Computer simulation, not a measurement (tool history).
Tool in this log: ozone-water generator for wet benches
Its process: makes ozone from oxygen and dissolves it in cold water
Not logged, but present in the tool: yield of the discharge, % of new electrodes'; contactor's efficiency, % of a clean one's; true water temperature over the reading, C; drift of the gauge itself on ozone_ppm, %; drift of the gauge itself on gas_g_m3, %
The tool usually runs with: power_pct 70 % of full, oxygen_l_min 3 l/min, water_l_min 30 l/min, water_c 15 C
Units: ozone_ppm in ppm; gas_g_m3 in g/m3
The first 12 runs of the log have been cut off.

run,hour,power_pct,oxygen_l_min,water_l_min,water_c,hours of work since the electrodes were changed,hours of work since the contactor was cleaned,hours of work since the thermometer was calibrated,ozone_ppm,gas_g_m3
13,758.6,70,2.98,30,15,3739,504,620,7,132.1
14,835.7,70,2.98,30,15,3813,578,694,7.1,132.8
15,911.8,70,2.98,30,15,3885,650,766,6.9,132
16,982.1,70,2.98,30,15,3952,718,834,7,131.7
17,1061.4,70,2.98,30,15,4028,793,909,6.9,130.8
18,1105.1,70,2.98,30,15,4070,835,951,7,131.6
19,1186.2,67,3,30,18,4147,912,1028,6.6,128.2
20,1231.7,70,3,18,7,4190,956,1072,12.7,130.1
21,1293.5,92,1.71,44,15,4249,1015,1131,3.8,181.3
22,1376.4,70,3,18,15,4329,1094,1210,11.9,129.9
23,1447.9,54,3,18,15,4397,1162,1278,10.5,114.8
24,1522.3,54,3,18,15,4468,1233,1349,10.5,114.9
25,1566.6,54,3,18,15,4510,1275,1391,10.5,115.2
26,1628.1,60,4.17,30,15,4569,1334,1450,7.1,105.7
27,1669.6,60,1.79,30,13,4608,1374,1490,5.1,145
28,1735.7,70,3,30,21,4671,1437,1553,6.4,128
29,1772.6,70,3.95,30,18,4707,1472,1588,7.2,113.4
30,1810.4,63,3.95,30,21,4743,1508,1624,6.7,108.2
31,1862.2,63,3.95,30,21,4792,1557,1673,6.6,108.6
32,1924.2,83,3.37,33,8,4851,1617,1733,7,128.5

5 ways to go on from here, each from the tool as it stands after run 32. What would each give?
A,2006.6,83,1.5,29,8,4930,1695,1811,?,?
B,2006.6,40,2.55,30,15,4930,1695,1811,?,?
C,2006.6,53,3.17,30,9,4930,1695,1811,?,?
D,2006.6,70,2.16,42,15,4930,1695,1811,?,?
E,2006.6,83,2.46,32,8,4930,1695,1811,?,?

run,ozone_ppm,gas_g_m3
A,5.6,174.9
B,4.8,106
C,6.3,109.3
D,3.8,143.2
E,6.4,144.6
Had the tool no hidden state, the same runs would have come out as:
run,ozone_ppm,gas_g_m3
A,7.2,223.4
B,5.8,125.4
C,7.8,133.3
D,4.8,179.6
E,8.2,184.8
